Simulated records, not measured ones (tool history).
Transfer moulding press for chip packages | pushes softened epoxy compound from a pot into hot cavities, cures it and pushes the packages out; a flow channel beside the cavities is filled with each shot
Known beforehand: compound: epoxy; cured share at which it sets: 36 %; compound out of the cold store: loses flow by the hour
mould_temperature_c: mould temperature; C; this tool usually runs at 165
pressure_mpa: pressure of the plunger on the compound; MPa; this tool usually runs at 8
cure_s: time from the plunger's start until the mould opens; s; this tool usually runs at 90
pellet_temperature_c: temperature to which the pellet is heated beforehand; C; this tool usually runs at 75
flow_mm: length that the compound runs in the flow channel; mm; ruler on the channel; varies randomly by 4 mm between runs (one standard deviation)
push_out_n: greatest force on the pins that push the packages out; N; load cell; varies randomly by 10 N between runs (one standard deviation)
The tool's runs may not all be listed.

run	hour	mould_temperature_c	pressure_mpa	cure_s	pellet_temperature_c	incoming compound's hours out of the cold store	flow_mm	push_out_n
1	0	165	8	90	75	16.8	809	780
# hour 22.2: cavities cleaned with cleaning compound and waxed
2	29.6	165	8	90	75	34.8	775	526
3	53.1	165	8	90	75	39.6	767	662
4	75	165	8	90	75	25.4	787	802
# hour 93.5: cavities cleaned with cleaning compound and waxed
5	99.4	165	8	128	75	20.6	798	313
6	144.9	165	8	90	69	41.1	750	772
# hour 164.7: cavities cleaned with cleaning compound and waxed
# hour 176.3: plunger's sealing rings changed
7	176.3	165	8	90	69	12.9	838	570
8	211.3	170	8	90	69	33.1	797	559
# hour 238.2: cavities cleaned with cleaning compound and waxed
9	246.8	165	8	90	68	42.2	787	548
10	287	165	8	90	79	47.8	777	733
# hour 308: cavities cleaned with cleaning compound and waxed
11	318.5	165	8	90	79	35.7	795	532
12	348	165	8	72	75	43.4	778	1250
13	372.9	165	8	90	75	42.3	777	787
# hour 377.6: cavities cleaned with cleaning compound and waxed
14	400.5	165	6.77	90	72	15	759	656
15	433.7	170	7.28	90	80	24.2	751	567
# hour 447.3: cavities cleaned with cleaning compound and waxed
16	464.3	170	7.28	90	80	19.5	757	443
17	501.7	170	7.28	90	80	8.6	770	582
# hour 517.4: cavities cleaned with cleaning compound and waxed
18	528	166	8.76	95	73	40.9	807	452
19	556.2	159	8	90	84	18.4	811	1137
# hour 589.1: cavities cleaned with cleaning compound and waxed
20	601.5	169	8	90	75	45.6	738	420
21	628.1	169	8	90	75	20	776	561
# hour 642.7: plunger's sealing rings changed
22	649.5	172	8.71	109	77	24.1	832	508
# hour 661.5: cavities cleaned with cleaning compound and waxed
23	673.6	173	8	116	75	37.1	777	348
24	715.7	165	8.63	118	68	26.2	843	530
# hour 732.4: cavities cleaned with cleaning compound and waxed
25	753.9	165	8.63	118	68	10.5	864	440

Each row is a separate what-if for the run after 25, all from the same tool condition, not one after another. Results?
A	786.8	162	8	98	65	32.6	?	?
B	786.8	165	9.71	118	68	20.9	?	?
C	786.8	165	7.89	118	78	18.8	?	?
D	786.8	158	7.09	104	75	19.3	?	?
E	786.8	173	8.63	107	68	16.9	?	?

run	flow_mm	push_out_n
A	795	781
B	893	515
C	814	516
D	781	949
E	830	497
With no hidden state in the tool, these same runs would have given:
run	flow_mm	push_out_n
A	817	476
B	918	301
C	836	300
D	803	584
E	852	285

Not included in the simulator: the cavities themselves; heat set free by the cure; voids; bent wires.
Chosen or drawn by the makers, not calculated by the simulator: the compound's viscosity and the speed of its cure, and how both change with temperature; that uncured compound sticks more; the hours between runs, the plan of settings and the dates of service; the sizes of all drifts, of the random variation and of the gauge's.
